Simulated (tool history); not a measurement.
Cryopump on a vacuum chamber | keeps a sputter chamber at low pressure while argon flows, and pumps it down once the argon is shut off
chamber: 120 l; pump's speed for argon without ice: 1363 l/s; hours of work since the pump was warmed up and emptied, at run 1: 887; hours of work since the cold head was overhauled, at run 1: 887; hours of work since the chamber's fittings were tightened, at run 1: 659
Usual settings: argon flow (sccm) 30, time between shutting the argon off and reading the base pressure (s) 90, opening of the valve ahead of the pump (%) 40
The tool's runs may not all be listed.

run,day,argon flow (sccm),time between shutting the argon off and reading the base pressure (s),opening of the valve ahead of the pump (%),hours of work since the pump was warmed up and emptied,hours of work since the cold head was overhauled,hours of work since the chamber's fittings were tightened,pressure while argon flows (Pa),pressure after the wait (uPa)
1,0,30,90,40,887,887,659,0.1077,1.21
2,3.721,30,90,40,928,928,700,0.1082,1.16
3,6.454,30,90,40,958,958,730,0.1101,1.25
4,9.721,30,90,40,994,994,766,0.1095,1.28
5,11.812,30,90,24,1017,1017,789,0.1726,1.27
6,14.25,30,90,22,1044,1044,815,0.1886,1.22
7,17.596,30,90,22,1081,1081,852,0.1874,1.29
# day 19.329: pump warmed up, emptied and cooled again
8,20.742,30,107,22,16,1113,884,0.1692,0.96
9,22.375,30,107,22,33,1131,902,0.1701,0.96
10,26.271,30,107,22,76,1174,945,0.1703,1
11,29.333,30,107,22,110,1208,979,0.1705,0.98
12,31.396,30,107,22,133,1230,1002,0.1718,1.08
13,34.938,14,22,40,171,1269,1040,0.0443,3.14
14,37.942,46,90,58,205,1302,1073,0.1038,1.17
15,41.421,49,178,19,243,1340,1112,0.3254,0.83

Forecast each of these 3 alternatives for the next run:
A,43.588,17,215,58,267,1364,1135,?,?
B,43.588,23,90,15,267,1364,1135,?,?
C,43.588,30,94,40,267,1364,1135,?,?

run,pressure while argon flows (Pa),pressure after the wait (uPa)
A,0.0388,0.76
B,0.1925,1.15
C,0.0959,1.15
Without the tool's hidden state the same runs would have given:
run,pressure while argon flows (Pa),pressure after the wait (uPa)
A,0.0366,0.49
B,0.1896,0.89
C,0.0921,0.89
